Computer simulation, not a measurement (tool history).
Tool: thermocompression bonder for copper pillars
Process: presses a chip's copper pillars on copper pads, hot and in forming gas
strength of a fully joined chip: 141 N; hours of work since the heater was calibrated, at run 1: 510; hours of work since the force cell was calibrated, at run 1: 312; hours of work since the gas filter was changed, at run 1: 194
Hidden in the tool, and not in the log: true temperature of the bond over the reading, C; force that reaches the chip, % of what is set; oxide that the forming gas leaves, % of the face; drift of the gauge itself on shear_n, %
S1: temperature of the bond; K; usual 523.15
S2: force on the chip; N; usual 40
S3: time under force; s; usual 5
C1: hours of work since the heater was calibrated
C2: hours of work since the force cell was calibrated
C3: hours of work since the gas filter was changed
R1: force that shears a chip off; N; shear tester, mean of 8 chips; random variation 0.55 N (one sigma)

run    hour      S1  S2  S3    C1   C2   C3     R1
  1       0  523.15  40   5   510  312  194   88.3
       36.7  -- forming gas filter changed
  2    44.2  523.15  40   5   536  338    5   92.4
  3   118.7  523.15  40   5   581  383   49   91.4
  4   160.1  523.15  40   5   606  408   74   90.4
  5   210.5  523.15  40   5   637  438  105   90.5
  6   270.5  523.15  40   5   673  474  141     89
  7   324.2  523.15  40   5   705  507  173   88.1
  8   375.4  523.15  40   5   736  538  204   87.7
      395.5  -- forming gas filter changed
  9   421.7  523.15  40   5   764  565   16   93.1
 10   470.4  523.15  50   5   793  594   45  103.1
 11   530.5  523.15  50   5   829  631   81  101.9
 12   595.1  523.15  50   5   868  670  120  100.6
 13   662.4  542.15  40   5   909  710  161  100.5
 14   702.1  542.15  40   5   933  734  185   99.7
      756.9  -- forming gas filter changed
 15   763.3  521.15  25   5   969  771    4   67.4
 16   815.8  521.15  25   5  1001  802   36   66.5
      824.5  -- force cell calibrated
 17   866.4  540.15  40   5  1031   25   65  101.9
 18   918.5  513.15  27   4  1062   57   96   59.7
 19   961.2  536.15  36   3  1088   82  122   79.5
 20  1010.4  536.15  46  11  1117  112  152  119.8
 21  1088.6  501.15  40   5  1164  159  199     74
     1119.9  -- forming gas filter changed
 22  1129.9  531.15  40   5  1189  184    6   97.8
     1148.6  -- heater calibrated with a thermocouple chip
 23  1198.7  510.15  40   4    30  224   46   74.8

How the hidden state differs across the entries between the runs, from the last listed run before each to the first after it:
Between runs 1 and 2: forming gas filter changed (hour 36.7)
  true temperature of the bond over the reading, C: 2.5 -> 2.6; oxide that the forming gas leaves, % of the face: 5.76 -> 0.72
  measured less the result without the state, R1: -3.8 -> +0.9 N
Between runs 8 and 9: forming gas filter changed (hour 395.5)
  true temperature of the bond over the reading, C: 3.3 -> 3.4; force that reaches the chip, % of what is set: 98.3 -> 98.2; oxide that the forming gas leaves, % of the face: 6.11 -> 1.05
  measured less the result without the state, R1: -3.9 -> +0.9 N
Between runs 14 and 15: forming gas filter changed (hour 756.9)
  true temperature of the bond over the reading, C: 4 -> 4.2; force that reaches the chip, % of what is set: 97.6 -> 97.5; oxide that the forming gas leaves, % of the face: 5.8 -> 0.71
  measured less the result without the state, R1: -4.3 -> +1.3 N
Between runs 16 and 17: force cell calibrated (hour 824.5)
  true temperature of the bond over the reading, C: 4.3 -> 4.4; force that reaches the chip, % of what is set: 97.4 -> 97; oxide that the forming gas leaves, % of the face: 1.52 -> 2.31
  measured less the result without the state, R1: +0.7 -> -0.7 N
Between runs 21 and 22: forming gas filter changed (hour 1119.9)
  true temperature of the bond over the reading, C: 4.8 -> 4.9; force that reaches the chip, % of what is set: 96.6 -> 96.5; oxide that the forming gas leaves, % of the face: 5.85 -> 0.75
  measured less the result without the state, R1: -2.4 -> +1.1 N
Between runs 22 and 23: heater calibrated with a thermocouple chip (hour 1148.6)
  true temperature of the bond over the reading, C: 4.9 -> -0.1; force that reaches the chip, % of what is set: 96.5 -> 96.4; oxide that the forming gas leaves, % of the face: 0.75 -> 1.78
  measured less the result without the state, R1: +1.1 -> -3 N
